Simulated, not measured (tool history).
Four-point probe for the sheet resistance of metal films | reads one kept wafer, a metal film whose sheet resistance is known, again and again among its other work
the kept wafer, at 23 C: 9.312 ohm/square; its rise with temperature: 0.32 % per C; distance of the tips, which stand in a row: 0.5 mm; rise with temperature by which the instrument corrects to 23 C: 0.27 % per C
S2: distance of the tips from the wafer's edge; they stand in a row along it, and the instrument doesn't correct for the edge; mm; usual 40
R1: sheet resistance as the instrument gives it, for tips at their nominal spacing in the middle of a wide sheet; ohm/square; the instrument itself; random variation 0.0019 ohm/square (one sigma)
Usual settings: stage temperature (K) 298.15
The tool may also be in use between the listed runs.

Run 1, hour 0: usual settings. Result: R1 9.287181 ohm/square.
Run 2, hour 10.2: usual settings. Result: R1 9.286557 ohm/square.
Run 3, hour 23.7: usual settings. Result: R1 9.287574 ohm/square.
Run 4, hour 44: usual settings. Result: R1 9.285548 ohm/square.
Run 5, hour 63.9: usual settings but stage temperature (K) 294.15. Result: R1 9.271308 ohm/square.
Run 6, hour 76.6: usual settings but stage temperature (K) 294.15. Result: R1 9.268824 ohm/square.
Run 7, hour 99.6: usual settings. Result: R1 9.286371 ohm/square.
Run 8, hour 115.4: usual settings. Result: R1 9.286887 ohm/square.
Run 9, hour 126.6: usual settings. Result: R1 9.286667 ohm/square.
Run 10, hour 146.8: usual settings. Result: R1 9.283997 ohm/square.
Run 11, hour 160.5: usual settings. Result: R1 9.285807 ohm/square.
Run 12, hour 178.3: usual settings but stage temperature (K) 296.15. Result: R1 9.280588 ohm/square.
Run 13, hour 192: usual settings. Result: R1 9.286805 ohm/square.
Run 14, hour 210.4: usual settings. Result: R1 9.28663 ohm/square.
Run 15, hour 225.4: usual settings. Result: R1 9.28584 ohm/square.
At hour 227.2: stage's thermometer calibrated.
Run 16, hour 235.5: usual settings. Result: R1 9.286511 ohm/square.
Run 17, hour 252: usual settings. Result: R1 9.285573 ohm/square.
Run 18, hour 268.5: usual settings but stage temperature (K) 305.15, S2 25 mm. Result: R1 9.31922 ohm/square.
Run 19, hour 284: usual settings but stage temperature (K) 295.15, S2 41 mm. Result: R1 9.27123 ohm/square.
At hour 288.4: stage's thermometer calibrated, once more.
Run 20, hour 297.6: usual settings but stage temperature (K) 295.15, S2 9 mm. Result: R1 9.279601 ohm/square.
Run 21, hour 319: usual settings but stage temperature (K) 303.15, S2 48 mm. Result: R1 9.301663 ohm/square.
Run 22, hour 330.6: usual settings but stage temperature (K) 292.15. Result: R1 9.251701 ohm/square.
Run 23, hour 353.9: usual settings but stage temperature (K) 292.15. Result: R1 9.248839 ohm/square.
Run 24, hour 373.9: usual settings but stage temperature (K) 292.15. Result: R1 9.252227 ohm/square.
Run 25, hour 392.9: usual settings but stage temperature (K) 301.15, S2 52 mm. Result: R1 9.294633 ohm/square.
Run 26, hour 410.7: usual settings but stage temperature (K) 301.15, S2 52 mm. Result: R1 9.294598 ohm/square.
Run 27, hour 432.1: usual settings but S2 8 mm. Result: R1 9.300272 ohm/square.
Run 28, hour 447.4: usual settings but S2 8 mm. Result: R1 9.298831 ohm/square.
Run 29, hour 470.3: usual settings but stage temperature (K) 308.15, S2 53 mm. Result: R1 9.324748 ohm/square.
Run 30, hour 484.8: usual settings but stage temperature (K) 297.15, S2 29 mm. Result: R1 9.27394 ohm/square.
Run 31, hour 497.9: usual settings but stage temperature (K) 297.15, S2 29 mm. Result: R1 9.270148 ohm/square.

Forecast each of these 5 alternatives for the next run:
Run A, hour 514.8: usual settings but stage temperature (K) 297.15, S2 36 mm. Result: R1 ?.
Run B, hour 514.8: usual settings but stage temperature (K) 297.15. Result: R1 ?.
Run C, hour 514.8: usual settings but stage temperature (K) 302.15, S2 59 mm. Result: R1 ?.
Run D, hour 514.8: usual settings but stage temperature (K) 294.15, S2 4 mm. Result: R1 ?.
Run E, hour 514.8: usual settings but stage temperature (K) 299.15, S2 29 mm. Result: R1 ?.

run        R1
  A  9.269754
  B  9.269646
  C  9.293361
  D  9.334693
  E  9.284334
Without the tool's hidden state the same runs would have given:
run        R1
  A  9.313596
  B  9.313488
  C  9.337309
  D  9.378817
  E  9.328243

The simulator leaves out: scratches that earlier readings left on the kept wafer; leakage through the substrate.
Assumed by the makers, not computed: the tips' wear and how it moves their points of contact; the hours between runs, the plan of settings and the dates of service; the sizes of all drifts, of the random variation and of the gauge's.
